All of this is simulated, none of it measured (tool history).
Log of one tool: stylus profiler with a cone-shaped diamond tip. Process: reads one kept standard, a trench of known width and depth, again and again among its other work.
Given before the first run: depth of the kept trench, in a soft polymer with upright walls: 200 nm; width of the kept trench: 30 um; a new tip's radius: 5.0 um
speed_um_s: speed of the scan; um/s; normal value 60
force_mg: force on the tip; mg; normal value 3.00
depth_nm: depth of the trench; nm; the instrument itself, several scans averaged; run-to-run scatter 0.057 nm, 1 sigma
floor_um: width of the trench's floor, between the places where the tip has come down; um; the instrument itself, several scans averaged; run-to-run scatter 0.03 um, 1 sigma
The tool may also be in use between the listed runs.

run	hour	speed_um_s	force_mg	depth_nm	floor_um
1	0.0	60	3.00	201.74	26.80
2	46.2	60	3.00	201.74	26.80
3	101.2	60	3.00	201.80	26.79
4	149.0	60	3.00	201.78	26.78
5	211.9	60	3.00	201.76	26.72
6	270.8	37	3.00	201.75	26.87
7	328.0	37	3.00	201.80	26.84
8	365.0	37	3.00	201.79	26.79
9	402.8	37	3.00	201.78	26.80
10	476.7	37	3.00	201.86	26.82
11	518.7	37	3.00	201.86	26.83
12	573.6	37	3.00	201.96	26.78
13	621.5	37	3.00	201.78	26.77
14	690.8	37	3.00	201.86	26.74
15	748.0	37	3.00	201.81	26.79
16	785.7	37	3.00	201.84	26.72
17	864.3	37	3.00	201.76	26.78
18	911.6	60	8.19	203.58	26.75
19	960.3	28	3.00	201.81	26.76
20	997.5	145	2.19	201.57	26.12
21	1044.7	145	2.19	201.63	26.06
22	1088.9	145	2.19	201.65	26.01
23	1140.6	17	2.58	201.73	26.80
24	1200.3	178	2.38	201.58	25.95
25	1239.3	30	5.57	202.74	26.73
26	1317.4	30	5.57	202.76	26.67
27	1388.2	44	3.76	202.16	26.64
28	1449.8	27	3.00	201.92	26.66
29	1528.2	74	3.00	201.94	26.39

4 ways to go on from here, each from the tool as it stands after run 29. What would each give?
A	1587.6	60	7.36	?	?
B	1587.6	27	7.19	?	?
C	1587.6	238	4.21	?	?
D	1587.6	16	6.55	?	?

run	depth_nm	floor_um
A	203.23	26.56
B	203.27	26.69
C	202.45	25.78
D	203.13	26.72
Without the tool's unlogged condition, the same runs would have read:
run	depth_nm	floor_um
A	202.98	27.00
B	203.02	27.13
C	202.20	26.22
D	202.89	27.17

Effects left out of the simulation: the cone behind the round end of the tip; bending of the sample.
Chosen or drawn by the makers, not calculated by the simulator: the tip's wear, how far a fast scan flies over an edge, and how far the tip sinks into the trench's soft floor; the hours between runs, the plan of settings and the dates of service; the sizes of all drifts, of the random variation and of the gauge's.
